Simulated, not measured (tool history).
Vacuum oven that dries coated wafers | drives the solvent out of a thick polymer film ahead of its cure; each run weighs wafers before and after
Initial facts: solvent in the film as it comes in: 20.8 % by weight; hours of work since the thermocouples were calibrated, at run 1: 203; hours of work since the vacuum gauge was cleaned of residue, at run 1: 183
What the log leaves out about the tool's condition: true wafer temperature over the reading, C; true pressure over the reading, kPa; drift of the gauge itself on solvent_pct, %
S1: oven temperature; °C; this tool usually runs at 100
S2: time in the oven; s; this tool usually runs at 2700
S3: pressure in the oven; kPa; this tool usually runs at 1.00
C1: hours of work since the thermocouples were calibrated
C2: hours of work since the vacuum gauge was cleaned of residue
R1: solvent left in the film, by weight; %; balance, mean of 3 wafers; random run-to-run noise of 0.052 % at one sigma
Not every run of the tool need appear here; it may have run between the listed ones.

run,hour,S1,S2,S3,C1,C2,R1
1,0.0,100,2700,1.00,203,183,1.53
2,13.2,100,2700,1.02,211,191,1.49
3,31.8,92,2700,1.00,222,203,3.12
4,51.7,92,1920,1.00,234,215,5.09
5,64.3,110,1920,1.00,242,222,1.15
6,80.8,110,1920,1.00,252,232,1.13
7,93.6,110,1920,1.00,259,240,1.08
8,112.8,110,1920,1.00,271,251,1.07
9,125.4,110,1920,1.00,279,259,1.10
10,150.2,110,1920,1.00,294,274,1.20

The next listed run, before its measurement:
11,169.6,110,1920,1.00,305,286,?

Run 11 gave R1 1.13 %.
Without the tool's hidden state the same run would have given R1 1.01 %.
